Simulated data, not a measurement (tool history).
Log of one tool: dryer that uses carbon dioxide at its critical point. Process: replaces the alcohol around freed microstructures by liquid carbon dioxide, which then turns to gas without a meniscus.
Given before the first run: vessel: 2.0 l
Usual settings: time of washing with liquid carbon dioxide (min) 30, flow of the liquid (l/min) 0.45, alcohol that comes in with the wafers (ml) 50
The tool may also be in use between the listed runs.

| run | hour | time of washing with liquid carbon dioxide (min) | flow of the liquid (l/min) | alcohol that comes in with the wafers (ml) | alcohol left in the vessel before it's heated (ppm by volume) |
|---|---|---|---|---|---|
| 1 | 0 | 30 | 0.45 | 50 | 310 |
| 2 | 10.4 | 30 | 0.45 | 50 | 322 |
| 3 | 18 | 30 | 0.45 | 50 | 314 |
| 4 | 23.1 | 30 | 0.361 | 50 | 755 |
| 5 | 30.4 | 30 | 0.361 | 50 | 762 |
| 6 | 38.1 | 30 | 0.361 | 50 | 752 |
| 7 | 42.6 | 30 | 0.361 | 50 | 772 |
| 8 | 47.5 | 19 | 0.45 | 50 | 1580 |
| 9 | 55.9 | 19 | 0.45 | 50 | 1622 |
| 10 | 62.5 | 19 | 0.45 | 50 | 1582 |
| 11 | 69.6 | 19 | 0.45 | 50 | 1649 |
| 12 | 76.6 | 47 | 0.45 | 27 | 47 |
| 13 | 83.6 | 47 | 0.45 | 27 | 52 |
| 14 | 90 | 47 | 0.45 | 27 | 40 |
| 15 | 99.1 | 47 | 0.657 | 27 | 31 |
| 16 | 109.2 | 26 | 0.285 | 50 | 2402 |
| 17 | 117.1 | 26 | 0.285 | 50 | 2488 |
| 18 | 121.8 | 26 | 0.303 | 50 | 2117 |
| 19 | 126.4 | 21 | 0.383 | 50 | 1976 |
| 20 | 131.9 | 21 | 0.383 | 50 | 1991 |
| 21 | 139.5 | 31 | 0.45 | 45 | 305 |
| 22 | 148.1 | 31 | 0.53 | 39 | 132 |

A few steps of alcohol left in the vessel before it's heated (ppm by volume) between consecutive runs. Split each: what settings, incoming material and random variation would produce without the hidden state, and what is left over for the hidden state, along with gauge scatter present in only one of the two compared results (measured, and without hidden state):
Hidden state at play: flow that reaches the vessel past the clogged filter, %; alcohol in the recycled carbon dioxide, ppm; drift of the gauge itself on alcohol_ppm, %.
Run 15 -> 16: time of washing with liquid carbon dioxide (min) 47 -> 26, flow of the liquid (l/min) 0.657 -> 0.285, alcohol that comes in with the wafers (ml) 27 -> 50. alcohol left in the vessel before it's heated (ppm by volume) +2371: hidden state +526, all else +1845.
Run 20 -> 21: time of washing with liquid carbon dioxide (min) 21 -> 31, flow of the liquid (l/min) 0.383 -> 0.45, alcohol that comes in with the wafers (ml) 50 -> 45. alcohol left in the vessel before it's heated (ppm by volume) -1686: hidden state -381, all else -1305.

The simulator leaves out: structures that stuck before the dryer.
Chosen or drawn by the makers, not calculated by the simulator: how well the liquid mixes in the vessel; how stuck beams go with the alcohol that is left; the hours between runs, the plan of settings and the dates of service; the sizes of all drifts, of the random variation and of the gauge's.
